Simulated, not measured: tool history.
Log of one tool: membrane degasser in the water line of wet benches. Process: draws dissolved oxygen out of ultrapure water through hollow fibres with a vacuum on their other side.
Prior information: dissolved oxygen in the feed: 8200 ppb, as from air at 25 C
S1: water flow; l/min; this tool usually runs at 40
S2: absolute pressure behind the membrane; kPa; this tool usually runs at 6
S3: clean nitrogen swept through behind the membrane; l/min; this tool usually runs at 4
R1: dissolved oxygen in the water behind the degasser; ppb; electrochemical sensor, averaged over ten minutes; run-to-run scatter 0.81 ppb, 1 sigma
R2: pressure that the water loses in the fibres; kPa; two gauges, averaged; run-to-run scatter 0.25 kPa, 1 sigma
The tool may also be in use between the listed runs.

run	hour	S1	S2	S3	R1	R2
1	0	40	6	4	87	66.99
2	212.1	40	6	4	90.2	66.78
3	390.9	40	6	4	87.9	67.25
4	541.1	40	5.38	4	73.9	67.38
# hour 713.5: seals of the vacuum lines changed
5	775.1	40	5.38	4	74.9	67.92
6	984	40	7.38	4	122	67.72
7	1147.3	40	6	5.38	71.1	67.88
# hour 1231.1: vacuum gauge calibrated
8	1309.2	40	6	5.38	64	67.74
9	1461	40	6	5.38	64.1	67.59
10	1608.7	40	6	5.38	64.5	68.15
11	1806.3	54	6	5.38	115.3	91.92
12	1912.5	54	6	5.38	112.8	91.86
13	2063.8	46	6	5.38	83.2	78.85
14	2231.2	49	7.52	4	157.4	83.93
15	2363.5	52	3.84	4	64.9	89.39
16	2573.4	44	6.51	3.54	121.1	75.53
17	2795.8	44	6.51	3.54	122.6	75.42
18	2980.2	30	9.7	2.35	199.2	51.26
19	3158.9	29	6	4	54.6	49.77
20	3323.9	51	6	4	128.3	88.65
21	3445.4	28	7.59	11.12	32.7	48.41
22	3625	28	11.38	4.08	141.1	48.73
23	3766.8	28	11.38	4.08	139.8	48.63
24	3920.1	28	11.38	4.08	142.4	48.63

Forecast each of these 4 alternatives for the next run:
A	4029.9	40	5.26	4	?	?
B	4029.9	41	5.12	4.08	?	?
C	4029.9	59	6	4	?	?
D	4029.9	28	7.72	4.08	?	?

run	R1	R2
A	71.2	69.64
B	69.2	71.77
C	170.5	102.45
D	83.2	48.95
Had the tool no hidden state, the same runs would have come out as:
run	R1	R2
A	58.9	64.68
B	56.4	66.68
C	140.8	95.16
D	76.7	45.47
